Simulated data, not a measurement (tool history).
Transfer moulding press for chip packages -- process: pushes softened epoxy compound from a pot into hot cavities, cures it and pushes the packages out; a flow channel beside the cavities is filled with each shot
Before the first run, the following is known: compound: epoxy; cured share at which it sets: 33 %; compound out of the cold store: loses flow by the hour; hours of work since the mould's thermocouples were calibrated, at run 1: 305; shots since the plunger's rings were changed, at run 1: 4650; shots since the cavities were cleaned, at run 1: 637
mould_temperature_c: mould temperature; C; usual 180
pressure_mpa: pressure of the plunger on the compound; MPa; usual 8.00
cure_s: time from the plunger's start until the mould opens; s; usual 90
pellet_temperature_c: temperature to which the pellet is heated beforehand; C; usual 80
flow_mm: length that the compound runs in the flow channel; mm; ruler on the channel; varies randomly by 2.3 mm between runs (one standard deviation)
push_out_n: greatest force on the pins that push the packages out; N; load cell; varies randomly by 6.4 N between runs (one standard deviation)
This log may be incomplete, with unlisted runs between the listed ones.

| run | hour | mould_temperature_c | pressure_mpa | cure_s | pellet_temperature_c | hours of work since the mould's thermocouples were calibrated | shots since the plunger's rings were changed | shots since the cavities were cleaned | incoming compound's hours out of the cold store | flow_mm | push_out_n |
|---|---|---|---|---|---|---|---|---|---|---|---|
| 1 | 0.0 | 180 | 8.00 | 90 | 80 | 305 | 4650 | 637 | 18.9 | 898 | 434 |
|  | 66.6 | cavities cleaned with cleaning compound and waxed |
| 2 | 76.7 | 180 | 8.00 | 90 | 80 | 343 | 5321 | 90 | 23.4 | 875 | 300 |
| 3 | 179.1 | 180 | 6.25 | 90 | 80 | 393 | 6235 | 1004 | 12.9 | 807 | 455 |
|  | 196.9 | cavities cleaned with cleaning compound and waxed |
| 4 | 249.1 | 180 | 6.25 | 90 | 80 | 427 | 6846 | 466 | 48.0 | 671 | 412 |
|  | 258.5 | plunger's sealing rings changed |
| 5 | 297.7 | 180 | 8.00 | 90 | 80 | 450 | 350 | 877 | 37.1 | 845 | 458 |
|  | 329.8 | cavities cleaned with cleaning compound and waxed |
| 6 | 400.4 | 175 | 8.00 | 90 | 80 | 500 | 1253 | 630 | 34.8 | 869 | 513 |
|  | 466.7 | cavities cleaned with cleaning compound and waxed |
| 7 | 470.0 | 175 | 8.00 | 90 | 80 | 533 | 1860 | 29 | 9.6 | 985 | 339 |
|  | 513.2 | mould's thermocouples calibrated |
| 8 | 546.4 | 175 | 6.37 | 90 | 80 | 16 | 2524 | 693 | 15.3 | 852 | 529 |
|  | 600.6 | cavities cleaned with cleaning compound and waxed |
| 9 | 631.4 | 175 | 6.37 | 90 | 80 | 58 | 3269 | 275 | 29.0 | 790 | 421 |
| 10 | 691.7 | 175 | 6.37 | 90 | 80 | 87 | 3807 | 813 | 14.7 | 852 | 542 |
|  | 732.8 | cavities cleaned with cleaning compound and waxed |
| 11 | 759.4 | 180 | 8.00 | 90 | 80 | 120 | 4398 | 238 | 44.5 | 795 | 359 |
| 12 | 815.2 | 180 | 8.00 | 90 | 80 | 148 | 4895 | 735 | 21.9 | 893 | 439 |
|  | 867.1 | cavities cleaned with cleaning compound and waxed |
| 13 | 909.2 | 180 | 8.00 | 90 | 80 | 194 | 5720 | 375 | 29.0 | 853 | 388 |
|  | 969.6 | mould's thermocouples calibrated, once more |
| 14 | 979.7 | 180 | 8.00 | 90 | 80 | 5 | 6331 | 986 | 14.7 | 910 | 449 |
|  | 1001.3 | cavities cleaned with cleaning compound and waxed |
| 15 | 1036.7 | 180 | 6.20 | 87 | 80 | 32 | 6827 | 316 | 12.4 | 807 | 387 |
|  | 1044.6 | plunger's sealing rings changed |
| 16 | 1107.2 | 180 | 6.20 | 87 | 80 | 66 | 558 | 922 | 43.3 | 716 | 450 |
|  | 1140.9 | cavities cleaned with cleaning compound and waxed |
| 17 | 1168.6 | 180 | 6.20 | 87 | 80 | 96 | 1093 | 247 | 37.0 | 740 | 351 |
| 18 | 1251.4 | 180 | 6.20 | 87 | 80 | 137 | 1832 | 986 | 11.6 | 840 | 468 |
|  | 1274.3 | cavities cleaned with cleaning compound and waxed |
| 19 | 1321.1 | 188 | 8.32 | 87 | 78 | 170 | 2440 | 417 | 19.2 | 905 | 368 |
|  | 1409.9 | cavities cleaned with cleaning compound and waxed |
| 20 | 1424.9 | 174 | 7.97 | 100 | 78 | 221 | 3352 | 133 | 10.4 | 979 | 342 |
| 21 | 1470.4 | 188 | 7.97 | 100 | 74 | 243 | 3758 | 539 | 25.0 | 852 | 385 |
|  | 1540.1 | cavities cleaned with cleaning compound and waxed |
| 22 | 1550.9 | 183 | 9.55 | 84 | 79 | 282 | 4464 | 97 | 20.0 | 964 | 297 |
| 23 | 1641.0 | 177 | 7.19 | 84 | 75 | 327 | 5268 | 901 | 30.6 | 809 | 509 |
|  | 1673.3 | cavities cleaned with cleaning compound and waxed |
| 24 | 1723.4 | 176 | 9.51 | 70 | 83 | 367 | 5989 | 447 | 41.5 | 882 | 652 |

What will run 25 give?
| 25 | 1789.1 | 180 | 9.74 | 77 | 80 | 399 | 6575 | 1033 | 42.5 | ? | ? |

Run 25 measured flow_mm 868 mm, push_out_n 499 N.
Were there no unlogged condition in the tool, this run, its random variation unchanged, would have produced flow_mm 909 mm, push_out_n 271 N.

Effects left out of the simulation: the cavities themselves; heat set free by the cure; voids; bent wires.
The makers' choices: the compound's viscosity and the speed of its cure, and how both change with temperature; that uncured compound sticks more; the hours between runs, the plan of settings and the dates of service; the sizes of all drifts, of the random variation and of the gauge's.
